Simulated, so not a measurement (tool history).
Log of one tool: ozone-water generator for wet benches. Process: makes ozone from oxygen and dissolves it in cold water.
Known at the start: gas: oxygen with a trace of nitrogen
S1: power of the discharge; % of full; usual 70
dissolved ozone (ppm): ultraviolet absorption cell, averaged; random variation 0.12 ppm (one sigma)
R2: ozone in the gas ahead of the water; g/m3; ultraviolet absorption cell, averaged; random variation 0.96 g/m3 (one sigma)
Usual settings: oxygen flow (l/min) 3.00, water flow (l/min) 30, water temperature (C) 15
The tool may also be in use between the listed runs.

run 1 hour=0.0 | S1=70 oxygen_flow_(l/min)=3.00 water_flow_(l/min)=30 water_temperature_(C)=15 | dissolved_ozone_(ppm)=11.0 R2=164.3
run 2 hour=40.0 | S1=70 oxygen_flow_(l/min)=3.00 water_flow_(l/min)=30 water_temperature_(C)=15 | dissolved_ozone_(ppm)=11.3 R2=164.1
run 3 hour=93.2 | S1=70 oxygen_flow_(l/min)=3.00 water_flow_(l/min)=30 water_temperature_(C)=17 | dissolved_ozone_(ppm)=10.8 R2=165.6
run 4 hour=140.0 | S1=70 oxygen_flow_(l/min)=3.00 water_flow_(l/min)=30 water_temperature_(C)=17 | dissolved_ozone_(ppm)=10.7 R2=161.0
run 5 hour=178.9 | S1=70 oxygen_flow_(l/min)=3.00 water_flow_(l/min)=30 water_temperature_(C)=17 | dissolved_ozone_(ppm)=10.6 R2=162.5
run 6 hour=238.5 | S1=70 oxygen_flow_(l/min)=3.00 water_flow_(l/min)=30 water_temperature_(C)=17 | dissolved_ozone_(ppm)=11.0 R2=164.3
run 7 hour=269.6 | S1=46 oxygen_flow_(l/min)=3.00 water_flow_(l/min)=30 water_temperature_(C)=15 | dissolved_ozone_(ppm)=7.9 R2=117.5
run 8 hour=308.9 | S1=76 oxygen_flow_(l/min)=3.00 water_flow_(l/min)=30 water_temperature_(C)=15 | dissolved_ozone_(ppm)=11.8 R2=172.1
run 9 hour=359.0 | S1=76 oxygen_flow_(l/min)=3.00 water_flow_(l/min)=30 water_temperature_(C)=15 | dissolved_ozone_(ppm)=11.7 R2=175.5
run 10 hour=424.7 | S1=76 oxygen_flow_(l/min)=3.00 water_flow_(l/min)=30 water_temperature_(C)=15 | dissolved_ozone_(ppm)=11.6 R2=173.8
run 11 hour=487.8 | S1=76 oxygen_flow_(l/min)=3.00 water_flow_(l/min)=30 water_temperature_(C)=15 | dissolved_ozone_(ppm)=12.0 R2=174.3
run 12 hour=527.3 | S1=70 oxygen_flow_(l/min)=3.00 water_flow_(l/min)=30 water_temperature_(C)=15 | dissolved_ozone_(ppm)=11.1 R2=160.7
run 13 hour=557.6 | S1=70 oxygen_flow_(l/min)=3.00 water_flow_(l/min)=30 water_temperature_(C)=15 | dissolved_ozone_(ppm)=11.0 R2=163.0
run 14 hour=597.0 | S1=70 oxygen_flow_(l/min)=4.33 water_flow_(l/min)=30 water_temperature_(C)=15 | dissolved_ozone_(ppm)=11.5 R2=129.9
run 15 hour=666.5 | S1=70 oxygen_flow_(l/min)=4.33 water_flow_(l/min)=30 water_temperature_(C)=15 | dissolved_ozone_(ppm)=11.3 R2=129.0
run 16 hour=703.2 | S1=70 oxygen_flow_(l/min)=4.33 water_flow_(l/min)=30 water_temperature_(C)=15 | dissolved_ozone_(ppm)=11.5 R2=129.0
run 17 hour=758.3 | S1=87 oxygen_flow_(l/min)=4.05 water_flow_(l/min)=30 water_temperature_(C)=12 | dissolved_ozone_(ppm)=13.8 R2=159.5
run 18 hour=824.7 | S1=87 oxygen_flow_(l/min)=4.05 water_flow_(l/min)=34 water_temperature_(C)=19 | dissolved_ozone_(ppm)=11.6 R2=158.6
run 19 hour=873.0 | S1=50 oxygen_flow_(l/min)=3.00 water_flow_(l/min)=30 water_temperature_(C)=15 | dissolved_ozone_(ppm)=8.3 R2=123.3
run 20 hour=909.6 | S1=71 oxygen_flow_(l/min)=2.25 water_flow_(l/min)=30 water_temperature_(C)=8 | dissolved_ozone_(ppm)=10.9 R2=195.9
run 21 hour=942.1 | S1=86 oxygen_flow_(l/min)=2.25 water_flow_(l/min)=30 water_temperature_(C)=8 | dissolved_ozone_(ppm)=12.8 R2=225.8
run 22 hour=1009.4 | S1=86 oxygen_flow_(l/min)=3.29 water_flow_(l/min)=30 water_temperature_(C)=7 | dissolved_ozone_(ppm)=13.8 R2=178.1
run 23 hour=1064.1 | S1=86 oxygen_flow_(l/min)=3.29 water_flow_(l/min)=19 water_temperature_(C)=7 | dissolved_ozone_(ppm)=21.9 R2=178.7
run 24 hour=1127.5 | S1=86 oxygen_flow_(l/min)=3.29 water_flow_(l/min)=19 water_temperature_(C)=22 | dissolved_ozone_(ppm)=18.4 R2=181.0
run 25 hour=1161.1 | S1=50 oxygen_flow_(l/min)=3.00 water_flow_(l/min)=20 water_temperature_(C)=15 | dissolved_ozone_(ppm)=12.5 R2=122.7
run 26 hour=1203.2 | S1=50 oxygen_flow_(l/min)=3.00 water_flow_(l/min)=41 water_temperature_(C)=7 | dissolved_ozone_(ppm)=6.3 R2=122.1
run 27 hour=1250.6 | S1=50 oxygen_flow_(l/min)=3.00 water_flow_(l/min)=41 water_temperature_(C)=7 | dissolved_ozone_(ppm)=6.2 R2=123.6
run 28 hour=1292.9 | S1=50 oxygen_flow_(l/min)=3.00 water_flow_(l/min)=41 water_temperature_(C)=7 | dissolved_ozone_(ppm)=6.5 R2=124.1
run 29 hour=1338.4 | S1=64 oxygen_flow_(l/min)=5.28 water_flow_(l/min)=18 water_temperature_(C)=10 | dissolved_ozone_(ppm)=17.4 R2=105.1
-- hour=1377.7 gauge calibrated
run 30 hour=1400.9 | S1=54 oxygen_flow_(l/min)=4.09 water_flow_(l/min)=30 water_temperature_(C)=16 | dissolved_ozone_(ppm)=9.3 R2=110.3
run 31 hour=1429.9 | S1=91 oxygen_flow_(l/min)=4.37 water_flow_(l/min)=37 water_temperature_(C)=13 | dissolved_ozone_(ppm)=11.7 R2=158.8
run 32 hour=1482.7 | S1=91 oxygen_flow_(l/min)=4.37 water_flow_(l/min)=20 water_temperature_(C)=16 | dissolved_ozone_(ppm)=20.2 R2=159.6

Hidden state or all else? Some run-to-run changes of R2, split into what the settings, what came in and random variation would give without the hidden state, and what is left for the hidden state (with any gauge scatter that isn't in both results):
The hidden state here: yield of the discharge, % of new electrodes'; contactor's efficiency, % of a clean one's; true water temperature over the reading, C; drift of the gauge itself on ozone_ppm, %; drift of the gauge itself on gas_g_m3, %.
Run 7 -> 8: S1 46 -> 76. R2 +54.6 g/m3: hidden state -0.5, all else +55.1.
Run 19 -> 20: S1 50 -> 71, oxygen flow (l/min) 3.00 -> 2.25, water temperature (C) 15 -> 8. R2 +72.6 g/m3: hidden state -1.6, all else +74.2.
Run 24 -> 25: S1 86 -> 50, oxygen flow (l/min) 3.29 -> 3.00, water flow (l/min) 19 -> 20, water temperature (C) 22 -> 15. R2 -58.3 g/m3: hidden state +1.4, all else -59.7.
Run 29 -> 30: S1 64 -> 54, oxygen flow (l/min) 5.28 -> 4.09, water flow (l/min) 18 -> 30, water temperature (C) 10 -> 16, gauge calibrated. R2 +5.2 g/m3: hidden state +3.1, all else +2.1.
